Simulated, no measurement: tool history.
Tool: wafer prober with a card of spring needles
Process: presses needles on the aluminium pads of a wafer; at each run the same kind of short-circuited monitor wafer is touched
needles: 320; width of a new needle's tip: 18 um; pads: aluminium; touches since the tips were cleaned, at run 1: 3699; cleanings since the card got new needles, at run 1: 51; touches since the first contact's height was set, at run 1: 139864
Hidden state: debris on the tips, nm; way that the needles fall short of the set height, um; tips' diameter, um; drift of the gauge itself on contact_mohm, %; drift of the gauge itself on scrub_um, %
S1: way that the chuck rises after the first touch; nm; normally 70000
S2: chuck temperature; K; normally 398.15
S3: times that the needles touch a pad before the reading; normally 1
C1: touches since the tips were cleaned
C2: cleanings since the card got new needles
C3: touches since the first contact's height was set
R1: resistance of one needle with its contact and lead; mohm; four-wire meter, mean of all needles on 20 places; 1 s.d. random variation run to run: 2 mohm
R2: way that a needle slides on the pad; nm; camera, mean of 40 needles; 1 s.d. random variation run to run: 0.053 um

run     day     S1      S2  S3    C1   C2      C3   R1     R2
  1   0.000  70000  398.15   1  3699   51  139864  211  18350
      0.371  -- tips cleaned on abrasive film
      1.171  -- tips cleaned on abrasive film
  2   1.562  70000  398.15   1  2960   53  151657  214  18280
      1.992  -- tips cleaned on abrasive film
  3   2.642  70000  398.15   1  4952   54  159836  213  18240
      2.817  -- tips cleaned on abrasive film
      3.583  -- tips cleaned on abrasive film
  4   3.992  70000  398.15   1  3101   56  170007  212  18240
      4.429  -- tips cleaned on abrasive film
      5.188  -- tips cleaned on abrasive film
  5   5.425  70000  398.15   1  1786   58  180823  214  18270
      6.058  -- tips cleaned on abrasive film
      6.917  -- tips cleaned on abrasive film
  6   7.412  70000  398.15   1  3754   60  195851  209  18220
      7.771  -- tips cleaned on abrasive film
  7   8.500  70000  398.15   2  5530   61  204061  213  18290
      8.612  -- tips cleaned on abrasive film
      9.438  -- tips cleaned on abrasive film
      9.775  -- height of the first contact set anew
     10.233  -- tips cleaned on abrasive film
  8  10.233  70000  398.15   2     0   64    3467  211  18240
     11.025  -- tips cleaned on abrasive film
     11.821  -- tips cleaned on abrasive film
  9  12.283  70000  398.15   2  3506   66   18957  214  18270
     12.621  -- tips cleaned on abrasive film
     13.375  -- tips cleaned on abrasive film
 10  13.525  70000  398.15   2  1140   68   28322  212  18180
     14.233  -- tips cleaned on abrasive film
 11  14.638  70000  398.15   1  3083   69   36741  215  18330
     15.012  -- tips cleaned on abrasive film
     15.850  -- tips cleaned on abrasive film
 12  16.296  70000  398.15   1  3379   71   49250  213  18300
     16.650  -- tips cleaned on abrasive film
     17.546  -- tips cleaned on abrasive film
 13  18.208  70000  398.15   1  5033   73   63695  211  18260
     18.396  -- tips cleaned on abrasive film
     19.267  -- tips cleaned on abrasive film
     20.192  -- tips cleaned on abrasive film
 14  20.438  70000  398.15   1  1844   76   80519  212  18290
     21.012  -- tips cleaned on abrasive film
     21.858  -- tips cleaned on abrasive film
 15  21.858  70000  398.15   1     0   78   91246  214  18170
     22.612  -- tips cleaned on abrasive film
 16  22.854  50000  398.15   2  1856   79   98796  222  13110
     23.508  -- tips cleaned on abrasive film
     24.367  -- tips cleaned on abrasive film
 17  24.725  73000  299.15   2  2729   81  112936  188  19020
     25.150  -- tips cleaned on abrasive film
     26.046  -- tips cleaned on abrasive film
 18  26.171  73000  299.15   2   964   83  123848  188  19030
     26.800  -- tips cleaned on abrasive film
 19  27.238  73000  299.15   2  3301   84  131888  186  19050
     27.583  -- tips cleaned on abrasive film
     28.379  -- tips cleaned on abrasive film
 20  28.379  70000  380.15   1     0   86  140491  206  18220
     29.292  -- tips cleaned on abrasive film
 21  29.821  62000  328.15   2  4004   87  151403  198  16140
     30.038  -- tips cleaned on abrasive film
 22  30.750  70000  398.15   2  5437   88  158454  209  18380
     30.921  -- tips cleaned on abrasive film
     31.829  -- tips cleaned on abrasive film
 23  31.950  70000  398.15   2   917   90  167487  214  18310
     32.625  -- tips cleaned on abrasive film
 24  33.129  70000  398.15   2  3814   91  176395  216  18200
     33.546  -- tips cleaned on abrasive film
 25  34.071  70000  398.15   2  3995   92  183525  212  18270
     34.362  -- tips cleaned on abrasive film
     35.217  -- tips cleaned on abrasive film
     36.042  -- tips cleaned on abrasive film
 26  36.042  67000  398.15   1     0   95  198404  211  17450
     36.896  -- tips cleaned on abrasive film
 27  37.558  67000  398.15   1  5018   96  209860  213  17430
     37.712  -- tips cleaned on abrasive film
     38.175  -- height of the first contact set anew
     38.533  -- tips cleaned on abrasive film
     39.404  -- tips cleaned on abrasive film
 28  39.442  63000  398.15   1   271   99    9536  212  16460
     40.204  -- tips cleaned on abrasive film
 29  40.558  54000  343.15   1  2697  100   17983  206  14100

How the hidden state differs across the entries between the runs, from the last listed run before each to the first after it:
Logged between run 1 and run 2: tips cleaned on abrasive film (day 0.371); tips cleaned on abrasive film (day 1.171)
  debris on the tips, nm: 0.9 -> 1
Logged between run 2 and run 3: tips cleaned on abrasive film (day 1.992)
  debris on the tips, nm: 1 -> 1.2
Logged between run 3 and run 4: tips cleaned on abrasive film (day 2.817); tips cleaned on abrasive film (day 3.583)
  debris on the tips, nm: 1.2 -> 0.9
Logged between run 4 and run 5: tips cleaned on abrasive film (day 4.429); tips cleaned on abrasive film (day 5.188)
  debris on the tips, nm: 0.9 -> 0.7; tips' diameter, um: 18.01 -> 18.02
Logged between run 5 and run 6: tips cleaned on abrasive film (day 6.058); tips cleaned on abrasive film (day 6.917)
  debris on the tips, nm: 0.7 -> 1.1
Logged between run 6 and run 7: tips cleaned on abrasive film (day 7.771)
  debris on the tips, nm: 1.1 -> 1.3
Logged between run 7 and run 8: tips cleaned on abrasive film (day 8.612); tips cleaned on abrasive film (day 9.438); height of the first contact set anew (day 9.775); tips cleaned on abrasive film (day 10.233)
  debris on the tips, nm: 1.3 -> 0.1; way that the needles fall short of the set height, um: 0.02 -> 0
Logged between run 8 and run 9: tips cleaned on abrasive film (day 11.025); tips cleaned on abrasive film (day 11.821)
  debris on the tips, nm: 0.1 -> 0.9
Logged between run 9 and run 10: tips cleaned on abrasive film (day 12.621); tips cleaned on abrasive film (day 13.375)
  debris on the tips, nm: 0.9 -> 0.4
Logged between run 10 and run 11: tips cleaned on abrasive film (day 14.233)
  debris on the tips, nm: 0.4 -> 0.9
Logged between run 11 and run 12: tips cleaned on abrasive film (day 15.012); tips cleaned on abrasive film (day 15.850)
  way that the needles fall short of the set height, um: 0 -> 0.01
Logged between run 12 and run 13: tips cleaned on abrasive film (day 16.650); tips cleaned on abrasive film (day 17.546)
  debris on the tips, nm: 0.9 -> 1.1
Logged between run 13 and run 14: tips cleaned on abrasive film (day 18.396); tips cleaned on abrasive film (day 19.267); tips cleaned on abrasive film (day 20.192)
  debris on the tips, nm: 1.1 -> 0.7
Logged between run 14 and run 15: tips cleaned on abrasive film (day 21.012); tips cleaned on abrasive film (day 21.858)
  debris on the tips, nm: 0.7 -> 0.1
Logged between run 15 and run 16: tips cleaned on abrasive film (day 22.612)
  debris on the tips, nm: 0.1 -> 0.6
Logged between run 16 and run 17: tips cleaned on abrasive film (day 23.508); tips cleaned on abrasive film (day 24.367)
  debris on the tips, nm: 0.6 -> 0.9
Logged between run 17 and run 18: tips cleaned on abrasive film (day 25.150); tips cleaned on abrasive film (day 26.046)
  debris on the tips, nm: 0.9 -> 0.5
Logged between run 18 and run 19: tips cleaned on abrasive film (day 26.800)
  debris on the tips, nm: 0.5 -> 0.9
Logged between run 19 and run 20: tips cleaned on abrasive film (day 27.583); tips cleaned on abrasive film (day 28.379)
  debris on the tips, nm: 0.9 -> 0.1; way that the needles fall short of the set height, um: 0.01 -> 0.02
Logged between run 20 and run 21: tips cleaned on abrasive film (day 29.292)
  debris on the tips, nm: 0.1 -> 1
Logged between run 21 and run 22: tips cleaned on abrasive film (day 30.038)
  debris on the tips, nm: 1 -> 1.2
Logged between run 22 and run 23: tips cleaned on abrasive film (day 30.921); tips cleaned on abrasive film (day 31.829)
  debris on the tips, nm: 1.2 -> 0.5
Logged between run 23 and run 24: tips cleaned on abrasive film (day 32.625)
  debris on the tips, nm: 0.5 -> 1
Logged between run 24 and run 25: tips cleaned on abrasive film (day 33.546)
  debris on the tips, nm: 1 -> 1.1
Logged between run 25 and run 26: tips cleaned on abrasive film (day 34.362); tips cleaned on abrasive film (day 35.217); tips cleaned on abrasive film (day 36.042)
  debris on the tips, nm: 1.1 -> 0.1
Logged between run 26 and run 27: tips cleaned on abrasive film (day 36.896)
  debris on the tips, nm: 0.1 -> 1.2
Logged between run 27 and run 28: tips cleaned on abrasive film (day 37.712); height of the first contact set anew (day 38.175); tips cleaned on abrasive film (day 38.533); tips cleaned on abrasive film (day 39.404)
  debris on the tips, nm: 1.2 -> 0.2; way that the needles fall short of the set height, um: 0.02 -> 0
Logged between run 28 and run 29: tips cleaned on abrasive film (day 40.204)
  debris on the tips, nm: 0.2 -> 0.8; tips' diameter, um: 18.02 -> 18.03

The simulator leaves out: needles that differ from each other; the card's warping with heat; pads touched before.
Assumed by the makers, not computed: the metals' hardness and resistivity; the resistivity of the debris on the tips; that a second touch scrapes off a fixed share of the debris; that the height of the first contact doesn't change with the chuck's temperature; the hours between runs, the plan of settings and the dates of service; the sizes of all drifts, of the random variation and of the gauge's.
